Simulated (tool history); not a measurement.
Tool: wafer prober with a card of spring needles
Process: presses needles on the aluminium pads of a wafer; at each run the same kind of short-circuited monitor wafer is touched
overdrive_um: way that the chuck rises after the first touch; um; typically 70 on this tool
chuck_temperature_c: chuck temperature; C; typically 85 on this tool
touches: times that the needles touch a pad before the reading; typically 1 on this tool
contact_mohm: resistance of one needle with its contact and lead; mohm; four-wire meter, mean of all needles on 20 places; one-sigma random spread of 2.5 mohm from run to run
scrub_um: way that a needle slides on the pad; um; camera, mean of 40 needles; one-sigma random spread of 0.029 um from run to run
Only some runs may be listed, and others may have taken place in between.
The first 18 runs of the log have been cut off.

| run | hour | overdrive_um | chuck_temperature_c | touches | contact_mohm | scrub_um |
|---|---|---|---|---|---|---|
|  | 307.4 | tips cleaned on abrasive film |
| 19 | 316.8 | 70 | 85 | 1 | 319 | 13.25 |
|  | 326.7 | tips cleaned on abrasive film |
| 20 | 335.1 | 52 | 31 | 2 | 321 | 9.71 |
|  | 346.6 | tips cleaned on abrasive film |
| 21 | 346.6 | 52 | 31 | 2 | 282 | 9.72 |
|  | 365 | tips cleaned on abrasive film |
| 22 | 366.1 | 76 | 123 | 2 | 299 | 14.36 |
| 23 | 380.8 | 80 | 27 | 3 | 279 | 15.16 |
|  | 385.1 | tips cleaned on abrasive film |
| 24 | 402 | 70 | 30 | 1 | 319 | 13.21 |
|  | 403.9 | tips cleaned on abrasive film |
| 25 | 421.6 | 70 | 85 | 2 | 314 | 13.15 |
|  | 423.1 | tips cleaned on abrasive film |
| 26 | 441 | 79 | 120 | 2 | 318 | 14.91 |
|  | 442.8 | tips cleaned on abrasive film |
|  | 462.1 | tips cleaned on abrasive film |
| 27 | 464.8 | 78 | 113 | 1 | 307 | 14.65 |
| 28 | 475.7 | 78 | 113 | 1 | 333 | 14.66 |
|  | 482.2 | tips cleaned on abrasive film |
| 29 | 489.6 | 59 | 85 | 1 | 341 | 10.93 |
|  | 500.8 | tips cleaned on abrasive film |
| 30 | 511.8 | 71 | 110 | 2 | 320 | 13.25 |

The next listed run, before its measurement:
|  | 520 | tips cleaned on abrasive film |
| 31 | 535.3 | 71 | 110 | 2 | ? | ? |

Run 31 produced contact_mohm 323 mohm, scrub_um 13.24 um.
Were there no unlogged condition in the tool, this run, its random variation unchanged, would have produced contact_mohm 294 mohm, scrub_um 13.79 um.

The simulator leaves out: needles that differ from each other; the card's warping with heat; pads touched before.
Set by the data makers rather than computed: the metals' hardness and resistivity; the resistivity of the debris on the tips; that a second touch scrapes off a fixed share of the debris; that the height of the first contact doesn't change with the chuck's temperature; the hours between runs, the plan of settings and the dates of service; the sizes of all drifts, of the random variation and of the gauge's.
